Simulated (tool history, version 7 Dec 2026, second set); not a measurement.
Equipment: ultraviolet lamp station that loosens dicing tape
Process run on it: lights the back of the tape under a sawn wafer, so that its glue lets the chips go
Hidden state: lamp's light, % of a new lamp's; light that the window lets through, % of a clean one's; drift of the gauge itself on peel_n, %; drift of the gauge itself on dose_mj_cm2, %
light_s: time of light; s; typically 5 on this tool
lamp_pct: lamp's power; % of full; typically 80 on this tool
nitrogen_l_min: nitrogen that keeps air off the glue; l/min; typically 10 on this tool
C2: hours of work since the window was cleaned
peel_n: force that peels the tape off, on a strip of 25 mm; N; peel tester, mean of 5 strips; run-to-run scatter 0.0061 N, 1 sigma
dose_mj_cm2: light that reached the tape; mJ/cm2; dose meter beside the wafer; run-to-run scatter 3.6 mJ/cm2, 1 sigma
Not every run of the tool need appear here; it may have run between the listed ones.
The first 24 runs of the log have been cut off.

Run 25, hour 465.7: usual settings but lamp_pct 85 % of full, nitrogen_l_min 9 l/min; hours of work of the lamp 781; C2 66. Result: peel_n 0.177 N, dose_mj_cm2 623 mJ/cm2.
Run 26, hour 480.2: usual settings but lamp_pct 87 % of full, nitrogen_l_min 9 l/min; hours of work of the lamp 791; C2 76. Result: peel_n 0.174 N, dose_mj_cm2 643 mJ/cm2.
Run 27, hour 507.3: usual settings but light_s 2 s, nitrogen_l_min 4 l/min; hours of work of the lamp 810; C2 95. Result: peel_n 2.495 N, dose_mj_cm2 236 mJ/cm2.
Run 28, hour 523.3: usual settings but light_s 7 s, lamp_pct 71 % of full, nitrogen_l_min 7 l/min; hours of work of the lamp 821; C2 106. Result: peel_n 0.156 N, dose_mj_cm2 733 mJ/cm2.
Run 29, hour 538.7: usual settings but light_s 8 s, lamp_pct 64 % of full, nitrogen_l_min 11 l/min; hours of work of the lamp 832; C2 117. Result: peel_n 0.117 N, dose_mj_cm2 746 mJ/cm2.
Run 30, hour 556.9: usual settings but lamp_pct 94 % of full, nitrogen_l_min 15 l/min; hours of work of the lamp 844; C2 130. Result: peel_n 0.110 N, dose_mj_cm2 691 mJ/cm2.
Run 31, hour 584.5: usual settings but lamp_pct 94 % of full, nitrogen_l_min 15 l/min; hours of work of the lamp 864; C2 149. Result: peel_n 0.123 N, dose_mj_cm2 691 mJ/cm2.
Run 32, hour 610.1: usual settings but light_s 3 s, lamp_pct 94 % of full, nitrogen_l_min 8 l/min; hours of work of the lamp 881; C2 166. Result: peel_n 0.495 N, dose_mj_cm2 413 mJ/cm2.
Run 33, hour 634.4: usual settings but lamp_pct 69 % of full, nitrogen_l_min 8 l/min; hours of work of the lamp 898; C2 183. Result: peel_n 0.285 N, dose_mj_cm2 506 mJ/cm2.
Run 34, hour 647.0: usual settings but lamp_pct 69 % of full, nitrogen_l_min 8 l/min; hours of work of the lamp 907; C2 192. Result: peel_n 0.297 N, dose_mj_cm2 504 mJ/cm2.
Run 35, hour 675.9: usual settings but lamp_pct 69 % of full, nitrogen_l_min 8 l/min; hours of work of the lamp 927; C2 212. Result: peel_n 0.282 N, dose_mj_cm2 506 mJ/cm2.
Run 36, hour 702.1: usual settings but lamp_pct 69 % of full, nitrogen_l_min 8 l/min; hours of work of the lamp 945; C2 230. Result: peel_n 0.291 N, dose_mj_cm2 510 mJ/cm2.
Run 37, hour 718.2: usual settings but lamp_pct 69 % of full, nitrogen_l_min 8 l/min; hours of work of the lamp 956; C2 241. Result: peel_n 0.316 N, dose_mj_cm2 505 mJ/cm2.
Run 38, hour 730.7: usual settings but light_s 3 s; hours of work of the lamp 965; C2 250. Result: peel_n 0.577 N, dose_mj_cm2 353 mJ/cm2.
Run 39, hour 755.7: usual settings but light_s 6 s, lamp_pct 84 % of full, nitrogen_l_min 5 l/min; hours of work of the lamp 982; C2 267. Result: peel_n 0.174 N, dose_mj_cm2 732 mJ/cm2.
Run 40, hour 784.2: usual settings but light_s 3 s, lamp_pct 66 % of full, nitrogen_l_min 6 l/min; hours of work of the lamp 1002; C2 287. Result: peel_n 1.356 N, dose_mj_cm2 286 mJ/cm2.
Run 41, hour 813.7: usual settings but light_s 3 s, lamp_pct 99 % of full, nitrogen_l_min 6 l/min; hours of work of the lamp 1022; C2 307. Result: peel_n 0.537 N, dose_mj_cm2 432 mJ/cm2.
Run 42, hour 835.9: usual settings but light_s 3 s, lamp_pct 99 % of full, nitrogen_l_min 6 l/min; hours of work of the lamp 1038; C2 323. Result: peel_n 0.572 N, dose_mj_cm2 432 mJ/cm2.

Consider 4 possible next runs. They are alternatives, not a sequence: every one starts from the tool as it was left by run 42. What does each give?
Run A, hour 851.2: usual settings but light_s 3 s, lamp_pct 94 % of full, nitrogen_l_min 6 l/min; hours of work of the lamp 1048; C2 333. Result: peel_n ?, dose_mj_cm2 ?.
Run B, hour 851.2: usual settings but light_s 9 s, lamp_pct 99 % of full, nitrogen_l_min 6 l/min; hours of work of the lamp 1048; C2 333. Result: peel_n ?, dose_mj_cm2 ?.
Run C, hour 851.2: usual settings but light_s 3 s, lamp_pct 99 % of full, nitrogen_l_min 20 l/min; hours of work of the lamp 1048; C2 333. Result: peel_n ?, dose_mj_cm2 ?.
Run D, hour 851.2: usual settings but light_s 9 s, lamp_pct 85 % of full, nitrogen_l_min 4 l/min; hours of work of the lamp 1048; C2 333. Result: peel_n ?, dose_mj_cm2 ?.

run  peel_n  dose_mj_cm2
  A   0.633          413
  B   0.116         1313
  C   0.227          432
  D   0.110         1111
Without the tool's unlogged condition, the same runs would have read:
run  peel_n  dose_mj_cm2
  A   0.629          414
  B   0.116         1317
  C   0.226          433
  D   0.110         1115
